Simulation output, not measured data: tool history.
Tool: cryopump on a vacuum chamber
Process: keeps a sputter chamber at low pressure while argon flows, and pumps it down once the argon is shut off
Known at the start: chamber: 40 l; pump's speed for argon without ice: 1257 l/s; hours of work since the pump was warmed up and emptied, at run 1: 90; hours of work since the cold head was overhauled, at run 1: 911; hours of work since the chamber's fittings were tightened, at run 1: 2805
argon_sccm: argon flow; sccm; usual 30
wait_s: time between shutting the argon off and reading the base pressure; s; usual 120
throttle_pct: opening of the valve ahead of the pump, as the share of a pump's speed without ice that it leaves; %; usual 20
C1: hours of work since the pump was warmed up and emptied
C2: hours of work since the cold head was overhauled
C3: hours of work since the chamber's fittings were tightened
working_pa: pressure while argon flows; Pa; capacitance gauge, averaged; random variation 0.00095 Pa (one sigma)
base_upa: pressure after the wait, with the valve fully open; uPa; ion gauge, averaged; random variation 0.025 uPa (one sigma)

{"run": 1, "hour": 0.0, "argon_sccm": 30, "wait_s": 120, "throttle_pct": 20, "C1": 90, "C2": 911, "C3": 2805, "working_pa": 0.2031, "base_upa": 3.01}
{"run": 2, "hour": 57.2, "argon_sccm": 30, "wait_s": 120, "throttle_pct": 20, "C1": 126, "C2": 947, "C3": 2841, "working_pa": 0.2046, "base_upa": 3.07}
{"run": 3, "hour": 120.0, "argon_sccm": 30, "wait_s": 120, "throttle_pct": 20, "C1": 165, "C2": 986, "C3": 2880, "working_pa": 0.2072, "base_upa": 3.23}
{"run": 4, "hour": 175.9, "argon_sccm": 16, "wait_s": 120, "throttle_pct": 20, "C1": 199, "C2": 1020, "C3": 2914, "working_pa": 0.11, "base_upa": 3.25}
{"run": 5, "hour": 210.5, "argon_sccm": 16, "wait_s": 120, "throttle_pct": 20, "C1": 221, "C2": 1042, "C3": 2936, "working_pa": 0.1101, "base_upa": 3.17}
{"run": 6, "hour": 269.5, "argon_sccm": 30, "wait_s": 150, "throttle_pct": 20, "C1": 257, "C2": 1078, "C3": 2972, "working_pa": 0.2052, "base_upa": 3.16}
{"run": 7, "hour": 320.0, "argon_sccm": 30, "wait_s": 150, "throttle_pct": 20, "C1": 289, "C2": 1110, "C3": 3004, "working_pa": 0.2076, "base_upa": 3.15}
{"run": 8, "hour": 361.5, "argon_sccm": 30, "wait_s": 120, "throttle_pct": 20, "C1": 314, "C2": 1135, "C3": 3029, "working_pa": 0.2071, "base_upa": 3.43}
{"run": 9, "hour": 411.0, "argon_sccm": 30, "wait_s": 120, "throttle_pct": 20, "C1": 345, "C2": 1166, "C3": 3060, "working_pa": 0.2081, "base_upa": 3.58}
{"run": 10, "hour": 455.8, "argon_sccm": 54, "wait_s": 120, "throttle_pct": 20, "C1": 373, "C2": 1194, "C3": 3088, "working_pa": 0.374, "base_upa": 3.51}
{"run": 11, "hour": 508.6, "argon_sccm": 54, "wait_s": 120, "throttle_pct": 20, "C1": 406, "C2": 1227, "C3": 3121, "working_pa": 0.3767, "base_upa": 3.63}
{"hour": 523.1, "done": "leaking fittings of the chamber tightened, without venting"}
{"run": 12, "hour": 568.4, "argon_sccm": 54, "wait_s": 120, "throttle_pct": 20, "C1": 441, "C2": 1262, "C3": 28, "working_pa": 0.379, "base_upa": 1.12}
{"run": 13, "hour": 627.8, "argon_sccm": 54, "wait_s": 120, "throttle_pct": 20, "C1": 478, "C2": 1299, "C3": 65, "working_pa": 0.3823, "base_upa": 1.12}
{"run": 14, "hour": 660.4, "argon_sccm": 30, "wait_s": 120, "throttle_pct": 20, "C1": 499, "C2": 1320, "C3": 85, "working_pa": 0.2103, "base_upa": 1.13}
{"run": 15, "hour": 695.8, "argon_sccm": 30, "wait_s": 120, "throttle_pct": 20, "C1": 521, "C2": 1342, "C3": 107, "working_pa": 0.2117, "base_upa": 1.12}
{"run": 16, "hour": 737.5, "argon_sccm": 30, "wait_s": 120, "throttle_pct": 20, "C1": 546, "C2": 1367, "C3": 133, "working_pa": 0.211, "base_upa": 1.15}
{"run": 17, "hour": 796.1, "argon_sccm": 30, "wait_s": 120, "throttle_pct": 20, "C1": 583, "C2": 1404, "C3": 169, "working_pa": 0.2131, "base_upa": 1.26}
{"run": 18, "hour": 823.7, "argon_sccm": 25, "wait_s": 120, "throttle_pct": 20, "C1": 600, "C2": 1421, "C3": 186, "working_pa": 0.1772, "base_upa": 1.26}
{"run": 19, "hour": 874.1, "argon_sccm": 25, "wait_s": 120, "throttle_pct": 20, "C1": 631, "C2": 1452, "C3": 218, "working_pa": 0.1786, "base_upa": 1.31}
{"run": 20, "hour": 927.6, "argon_sccm": 33, "wait_s": 120, "throttle_pct": 58, "C1": 664, "C2": 1485, "C3": 251, "working_pa": 0.0933, "base_upa": 1.38}
{"run": 21, "hour": 972.3, "argon_sccm": 17, "wait_s": 45, "throttle_pct": 20, "C1": 692, "C2": 1513, "C3": 279, "working_pa": 0.1232, "base_upa": 2.71}
{"run": 22, "hour": 1033.7, "argon_sccm": 48, "wait_s": 106, "throttle_pct": 20, "C1": 730, "C2": 1551, "C3": 317, "working_pa": 0.347, "base_upa": 1.54}
{"run": 23, "hour": 1067.0, "argon_sccm": 30, "wait_s": 99, "throttle_pct": 20, "C1": 751, "C2": 1572, "C3": 337, "working_pa": 0.2194, "base_upa": 1.62}
{"run": 24, "hour": 1127.8, "argon_sccm": 49, "wait_s": 193, "throttle_pct": 58, "C1": 788, "C2": 1609, "C3": 375, "working_pa": 0.141, "base_upa": 1.18}
{"hour": 1137.4, "done": "pump warmed up, emptied and cooled again"}
{"run": 25, "hour": 1180.1, "argon_sccm": 30, "wait_s": 39, "throttle_pct": 20, "C1": 26, "C2": 1639, "C3": 404, "working_pa": 0.2048, "base_upa": 2.94}
{"run": 26, "hour": 1216.9, "argon_sccm": 13, "wait_s": 120, "throttle_pct": 42, "C1": 49, "C2": 1662, "C3": 427, "working_pa": 0.0433, "base_upa": 1.33}
{"run": 27, "hour": 1262.9, "argon_sccm": 30, "wait_s": 120, "throttle_pct": 42, "C1": 78, "C2": 1690, "C3": 456, "working_pa": 0.0983, "base_upa": 1.36}
{"run": 28, "hour": 1318.0, "argon_sccm": 30, "wait_s": 120, "throttle_pct": 42, "C1": 112, "C2": 1724, "C3": 490, "working_pa": 0.0997, "base_upa": 1.38}
{"run": 29, "hour": 1348.0, "argon_sccm": 13, "wait_s": 144, "throttle_pct": 52, "C1": 131, "C2": 1743, "C3": 508, "working_pa": 0.0346, "base_upa": 1.29}
{"run": 30, "hour": 1383.1, "argon_sccm": 13, "wait_s": 144, "throttle_pct": 52, "C1": 152, "C2": 1765, "C3": 530, "working_pa": 0.0351, "base_upa": 1.31}
{"run": 31, "hour": 1444.3, "argon_sccm": 24, "wait_s": 22, "throttle_pct": 20, "C1": 190, "C2": 1803, "C3": 568, "working_pa": 0.1645, "base_upa": 4.88}
{"run": 32, "hour": 1505.4, "argon_sccm": 24, "wait_s": 22, "throttle_pct": 20, "C1": 228, "C2": 1840, "C3": 606, "working_pa": 0.1647, "base_upa": 5.04}
{"run": 33, "hour": 1563.0, "argon_sccm": 57, "wait_s": 37, "throttle_pct": 44, "C1": 264, "C2": 1876, "C3": 642, "working_pa": 0.1848, "base_upa": 3.34}
{"run": 34, "hour": 1603.7, "argon_sccm": 20, "wait_s": 64, "throttle_pct": 20, "C1": 289, "C2": 1901, "C3": 667, "working_pa": 0.1386, "base_upa": 2.21}
{"run": 35, "hour": 1662.8, "argon_sccm": 38, "wait_s": 32, "throttle_pct": 17, "C1": 326, "C2": 1938, "C3": 704, "working_pa": 0.3084, "base_upa": 3.76}

Measured less the same run without the tool's hidden state. The same run-to-run variation is in both; the gauge's scatter may not be:
The hidden state here: pump's speed, % of a pump's without ice; cold plate's temperature, K; leak into the chamber, uPa l/s; drift of the gauge itself on working_pa, %; drift of the gauge itself on base_upa, %.
run=1 working_pa=+0.0017 base_upa=+2.01
run=2 working_pa=+0.0024 base_upa=+2.07
run=3 working_pa=+0.0031 base_upa=+2.15
run=4 working_pa=+0.002 base_upa=+2.21
run=5 working_pa=+0.0022 base_upa=+2.2
run=6 working_pa=+0.0048 base_upa=+2.29
run=7 working_pa=+0.0054 base_upa=+2.29
run=8 working_pa=+0.0058 base_upa=+2.4
run=9 working_pa=+0.0065 base_upa=+2.53
run=10 working_pa=+0.0127 base_upa=+2.51
run=11 working_pa=+0.0142 base_upa=+2.61
run=12 working_pa=+0.0158 base_upa=+0.09
run=13 working_pa=+0.0174 base_upa=+0.13
run=14 working_pa=+0.01 base_upa=+0.15
run=15 working_pa=+0.0107 base_upa=+0.16
run=16 working_pa=+0.0112 base_upa=+0.19
run=17 working_pa=+0.0122 base_upa=+0.24
run=18 working_pa=+0.0106 base_upa=+0.26
run=19 working_pa=+0.0112 base_upa=+0.29
run=20 working_pa=+0.0161 base_upa=+0.34
run=21 working_pa=+0.0087 base_upa=+0.37
run=22 working_pa=+0.0262 base_upa=+0.42
run=23 working_pa=+0.0172 base_upa=+0.44
run=24 working_pa=+0.0296 base_upa=+0.47
run=25 working_pa=+0.0013 base_upa=+0.3
run=26 working_pa=+0.0007 base_upa=+0.32
run=27 working_pa=+0.0022 base_upa=+0.34
run=28 working_pa=+0.0027 base_upa=+0.38
run=29 working_pa=+0.0013 base_upa=+0.4
run=30 working_pa=+0.0015 base_upa=+0.42
run=31 working_pa=+0.0034 base_upa=+0.45
run=32 working_pa=+0.004 base_upa=+0.5
run=33 working_pa=+0.0107 base_upa=+0.54
run=34 working_pa=+0.0041 base_upa=+0.55
run=35 working_pa=+0.0088 base_upa=+0.61
